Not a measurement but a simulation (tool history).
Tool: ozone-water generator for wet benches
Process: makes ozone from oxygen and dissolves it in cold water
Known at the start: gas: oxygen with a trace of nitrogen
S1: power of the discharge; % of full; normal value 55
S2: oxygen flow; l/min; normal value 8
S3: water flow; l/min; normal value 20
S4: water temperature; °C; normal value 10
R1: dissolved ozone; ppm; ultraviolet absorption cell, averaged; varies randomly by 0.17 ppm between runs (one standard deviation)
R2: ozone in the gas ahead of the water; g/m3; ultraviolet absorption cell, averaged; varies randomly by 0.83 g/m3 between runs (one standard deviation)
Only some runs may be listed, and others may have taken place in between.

run   hour  S1     S2  S3  S4    R1     R2
  1      0  55      8  20  10  22.6  131.8
  2   22.3  55      8  20  10  22.5  132.2
  3     39  55      8  20  10  22.7  131.5
  4   53.4  55      8  20  10  22.8  133.6
  5     74  55      8  20  10  22.5  133.3
  6  108.4  55      8  20  10  22.1  130.6
  7  127.8  55      8  20  10  22.3  130.9
  8    157  55      8  20   5  24.4  131.6
  9  176.7  55      8  20   5  24.1  131.9
 10    196  55      8  20   5  23.9  132.6
 11    219  55      8  20   5  24.3  131.3
 12  237.9  55      8  20  10  22.6  132.6
 13    266  55   6.07  20  10  21.7  147.3
 14  282.4  55   6.07  20  10  21.9  145.9
     302.7  -- water thermometer calibrated
 15  314.8  55   6.07  20  10  21.8  146.8
 16  331.7  55   6.07  20  10  21.6  148.1
 17  351.2  55      8  22  10  21.3  131.8
 18  369.9  55   5.75  20   6  22.5  149.1
 19  398.7  55      8  13  10  28.5  131.9
 20  426.2  59      8  20  10  23.1  137.5
 21  460.2  55   7.98  20  11  21.8    131
 22  483.5  55   5.28  17   7  24.3  154.1
 23  515.2  75   10.5  18   6  31.8  142.9
 24  539.5  75   6.66  13   6    37  172.2
 25  561.2  64  11.23  20   8  25.9  125.5
 26  594.9  64  11.23  20   8  25.9  124.9
 27  616.6  64  11.23  20   8    26  123.8
 28  642.8  64  11.23  20   8    26  125.4
 29  664.1  43   9.89  20  10  19.3  103.8
 30    689  43   9.89  20  10  19.1  102.2
 31  715.7  43   5.32  15  16  19.8  132.5
 32  739.6  43   5.32  15  16  19.9  131.9
 33  761.1  43   5.32  15  16  19.7  130.7

3 options for the next run, each taken on its own from the tool as it stands now. Forecast them:
  A  786.9  43  5.32  17  16   ?   ?
  B  786.9  55  12.5  15  10   ?   ?
  C  786.9  73  4.97  20   5   ?   ?

run    R1     R2
  A  18.2  131.4
  B  25.7  108.7
  C  26.2  190.8
Had the tool no hidden state, the same runs would have come out as:
run    R1     R2
  A  18.9  134.2
  B  26.8  111.5
  C  27.4  196.9
